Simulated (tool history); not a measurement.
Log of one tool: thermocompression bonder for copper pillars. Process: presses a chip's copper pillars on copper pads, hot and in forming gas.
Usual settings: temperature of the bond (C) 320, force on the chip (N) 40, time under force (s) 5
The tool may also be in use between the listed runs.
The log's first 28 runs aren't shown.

run,hour,temperature of the bond (C),force on the chip (N),time under force (s),hours of work since the heater was calibrated,hours of work since the force cell was calibrated,hours of work since the gas filter was changed,force that shears a chip off (N)
29,251.8,298,35,14,7,269,309,55.5
30,259.6,303,33,5,11,273,313,37.1
31,265.5,320,35,5,14,277,317,49.1
32,278.5,320,35,5,22,284,324,48.9
33,284,320,35,12,25,287,327,69.6
34,294.2,320,35,4,30,293,333,45.1
# hour 299.2: forming gas filter changed
35,304,320,26,4,35,298,3,39.2
36,316.8,320,40,3,43,305,10,44
37,328.9,320,37,11,49,312,17,70.9

4 ways to go on from here, each from the tool as it stands after run 37. What would each give?
A,336.8,320,33,4,54,316,21,?
B,336.8,324,41,5,54,316,21,?
C,336.8,342,38,11,54,316,21,?
D,336.8,337,55,11,54,316,21,?

run,force that shears a chip off (N)
A,44.2
B,57.6
C,90.8
D,99.4
Without the tool's hidden state the same runs would have given:
run,force that shears a chip off (N)
A,44.7
B,58.3
C,91.7
D,100.3
